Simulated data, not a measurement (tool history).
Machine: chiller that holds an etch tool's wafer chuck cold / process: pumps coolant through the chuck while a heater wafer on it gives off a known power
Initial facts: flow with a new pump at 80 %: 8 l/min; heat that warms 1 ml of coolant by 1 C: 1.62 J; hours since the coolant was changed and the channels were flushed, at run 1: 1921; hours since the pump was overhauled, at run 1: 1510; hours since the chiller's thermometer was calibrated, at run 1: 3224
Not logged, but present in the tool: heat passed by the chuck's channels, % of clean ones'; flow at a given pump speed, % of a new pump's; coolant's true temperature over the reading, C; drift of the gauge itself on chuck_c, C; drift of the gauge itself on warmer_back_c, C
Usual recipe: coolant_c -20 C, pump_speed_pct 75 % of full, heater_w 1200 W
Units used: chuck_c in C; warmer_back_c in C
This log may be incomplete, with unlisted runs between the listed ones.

run     day  coolant_c  pump_speed_pct  heater_w  hours since the coolant was changed and the channels were flushed  hours since the pump was overhauled  hours since the chiller's thermometer was calibrated  chuck_c  warmer_back_c
  1       0        -20              75      1200                                                               1921                                 1510                                                  3224    -10.3           5.93
  2   1.846        -20              75      1200                                                               1965                                 1554                                                  3268    -10.1           5.89
  3   3.442        -20              75      1200                                                               2003                                 1592                                                  3306    -10.3            5.9
  4   5.804        -20              75      1200                                                               2060                                 1649                                                  3363    -10.2           5.89
  5   7.146        -20              75      1200                                                               2092                                 1681                                                  3395    -10.2            5.9
  6   9.325        -25              75      1200                                                               2144                                 1733                                                  3448    -15.2           5.96
  7   11.45        -30              86      1138                                                               2195                                 1784                                                  3499    -21.8           4.92
  8  13.496        -30              86      1138                                                               2244                                 1833                                                  3548    -21.8           4.94
  9   15.05        -28              79      1570                                                               2282                                 1871                                                  3585    -15.8           7.36
 10  16.971        -17              75       828                                                               2328                                 1917                                                  3631    -10.3           4.12
 11  18.933        -22              72      1366                                                               2375                                 1964                                                  3678    -10.4              7
     20.908  -- chiller's thermometer calibrated
 12  22.079        -22              72      1366                                                               2449                                 2038                                                    28    -10.3              7

Predict each of these 3 candidate next runs independently; none follows another, all start after run 12:
  A  23.467        -22              69      1366                                                               2483                                 2072                                                    61        ?              ?
  B  23.467        -12              82       839                                                               2483                                 2072                                                    61        ?              ?
  C  23.467        -22              72      1131                                                               2483                                 2072                                                    61        ?              ?

run  chuck_c  warmer_back_c
  A    -10.1           7.25
  B     -5.7           3.81
  C    -12.5           5.82
With no hidden state in the tool, these same runs would have given:
run  chuck_c  warmer_back_c
  A    -10.1           7.25
  B     -5.7           3.81
  C    -12.5           5.82
